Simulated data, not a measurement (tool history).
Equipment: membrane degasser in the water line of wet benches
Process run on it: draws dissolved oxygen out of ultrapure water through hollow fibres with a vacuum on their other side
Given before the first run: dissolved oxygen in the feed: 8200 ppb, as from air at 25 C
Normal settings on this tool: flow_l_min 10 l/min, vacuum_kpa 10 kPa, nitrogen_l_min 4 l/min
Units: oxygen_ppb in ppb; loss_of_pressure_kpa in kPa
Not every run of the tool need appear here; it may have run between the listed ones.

Run 1, hour 0: usual settings. Result: oxygen_ppb 191.9 ppb, loss_of_pressure_kpa 30.04 kPa.
Run 2, hour 79.4: usual settings. Result: oxygen_ppb 193.9 ppb, loss_of_pressure_kpa 29.94 kPa.
Run 3, hour 213.3: usual settings. Result: oxygen_ppb 194.9 ppb, loss_of_pressure_kpa 29.72 kPa.
Run 4, hour 301: usual settings but vacuum_kpa 13.4 kPa. Result: oxygen_ppb 206.8 ppb, loss_of_pressure_kpa 29.8 kPa.
Run 5, hour 408.2: usual settings but flow_l_min 8 l/min. Result: oxygen_ppb 111.9 ppb, loss_of_pressure_kpa 23.89 kPa.
Run 6, hour 547.8: usual settings. Result: oxygen_ppb 191.3 ppb, loss_of_pressure_kpa 30.33 kPa.
Run 7, hour 656.3: usual settings but nitrogen_l_min 2.76 l/min. Result: oxygen_ppb 208.5 ppb, loss_of_pressure_kpa 30.15 kPa.
Run 8, hour 764.1: usual settings but nitrogen_l_min 2.76 l/min. Result: oxygen_ppb 211.5 ppb, loss_of_pressure_kpa 30.13 kPa.
Run 9, hour 876.5: usual settings but flow_l_min 6 l/min. Result: oxygen_ppb 54.9 ppb, loss_of_pressure_kpa 18.2 kPa.
Run 10, hour 956.5: usual settings but flow_l_min 6 l/min. Result: oxygen_ppb 54.8 ppb, loss_of_pressure_kpa 18.4 kPa.
Run 11, hour 1098.3: usual settings but flow_l_min 6 l/min. Result: oxygen_ppb 55.7 ppb, loss_of_pressure_kpa 18.17 kPa.
Run 12, hour 1214.9: usual settings but flow_l_min 6 l/min. Result: oxygen_ppb 54.4 ppb, loss_of_pressure_kpa 18.37 kPa.
Run 13, hour 1281.6: usual settings but flow_l_min 6 l/min. Result: oxygen_ppb 55 ppb, loss_of_pressure_kpa 18.09 kPa.
Run 14, hour 1415.8: usual settings but flow_l_min 13 l/min. Result: oxygen_ppb 339.2 ppb, loss_of_pressure_kpa 39.35 kPa.
Run 15, hour 1483: usual settings but flow_l_min 9 l/min, vacuum_kpa 18.3 kPa, nitrogen_l_min 4.19 l/min. Result: oxygen_ppb 191.8 ppb, loss_of_pressure_kpa 27.1 kPa.
Run 16, hour 1561: usual settings but flow_l_min 11 l/min, vacuum_kpa 8 kPa, nitrogen_l_min 11.35 l/min. Result: oxygen_ppb 203.4 ppb, loss_of_pressure_kpa 33.16 kPa.
Run 17, hour 1620.3: usual settings but flow_l_min 11 l/min, vacuum_kpa 8 kPa, nitrogen_l_min 11.35 l/min. Result: oxygen_ppb 204.8 ppb, loss_of_pressure_kpa 33.35 kPa.
Run 18, hour 1738: usual settings but flow_l_min 7 l/min, vacuum_kpa 10.8 kPa, nitrogen_l_min 2.45 l/min. Result: oxygen_ppb 102.7 ppb, loss_of_pressure_kpa 21.32 kPa.
Run 19, hour 1866.4: usual settings but flow_l_min 8 l/min, vacuum_kpa 7.5 kPa, nitrogen_l_min 3.45 l/min. Result: oxygen_ppb 103.6 ppb, loss_of_pressure_kpa 24.04 kPa.
Run 20, hour 1940.8: usual settings but flow_l_min 9 l/min, vacuum_kpa 12.7 kPa, nitrogen_l_min 6.51 l/min. Result: oxygen_ppb 140.8 ppb, loss_of_pressure_kpa 27.37 kPa.
Run 21, hour 2074.1: usual settings but flow_l_min 9 l/min, vacuum_kpa 21.3 kPa, nitrogen_l_min 7.33 l/min. Result: oxygen_ppb 166.8 ppb, loss_of_pressure_kpa 27.35 kPa.

How would selected steps in loss_of_pressure_kpa from run to run divide? Give the signed amount a tool lacking its hidden state would still show from settings, what came in and random variation, and the signed amount left for the hidden state, including any gauge scatter that is not in both of the compared results.
Hidden state present: membrane still open, %; true pressure behind the membrane over the reading, kPa; air that leaks in behind the membrane, l/min; drift of the gauge itself on oxygen_ppb, %; drift of the gauge itself on loss_of_pressure_kpa, %.
Run 13 -> 14: flow_l_min 6 -> 13. loss_of_pressure_kpa +21.26 kPa: hidden state +0.24, all else +21.02.
Run 14 -> 15: flow_l_min 13 -> 9, vacuum_kpa 10 -> 18.3, nitrogen_l_min 4 -> 4.19. loss_of_pressure_kpa -12.25 kPa: hidden state -0.12, all else -12.13.
Run 17 -> 18: flow_l_min 11 -> 7, vacuum_kpa 8 -> 10.8, nitrogen_l_min 11.35 -> 2.45. loss_of_pressure_kpa -12.03 kPa: hidden state -0.13, all else -11.9.
